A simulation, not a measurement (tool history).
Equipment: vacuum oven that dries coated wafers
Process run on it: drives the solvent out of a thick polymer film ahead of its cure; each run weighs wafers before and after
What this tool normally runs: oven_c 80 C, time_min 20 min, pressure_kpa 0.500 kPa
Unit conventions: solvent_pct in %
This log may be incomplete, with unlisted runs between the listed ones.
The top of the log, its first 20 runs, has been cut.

| run | hour | oven_c | time_min | pressure_kpa | solvent_pct |
|---|---|---|---|---|---|
| 21 | 287.2 | 85 | 21 | 0.500 | 0.77 |
| 22 | 297.4 | 85 | 13 | 0.500 | 1.87 |
| 23 | 316.4 | 85 | 13 | 0.500 | 1.84 |
| 24 | 337.4 | 80 | 18 | 0.708 | 2.05 |
| 25 | 356.6 | 80 | 24 | 1.098 | 1.60 |
| 26 | 369.7 | 67 | 14 | 0.401 | 7.22 |
| 27 | 387.0 | 83 | 17 | 0.635 | 1.54 |
| 28 | 396.7 | 69 | 20 | 0.516 | 4.90 |
| 29 | 413.3 | 69 | 19 | 0.516 | 5.25 |

Predict the results of run 30:
| 30 | 426.0 | 80 | 23 | 0.500 | ? |

For run 30 the tool returned solvent_pct 1.26 %.
Take away the tool's hidden state, keep the run-to-run variation as it was, and the same run would have given solvent_pct 1.24 %.
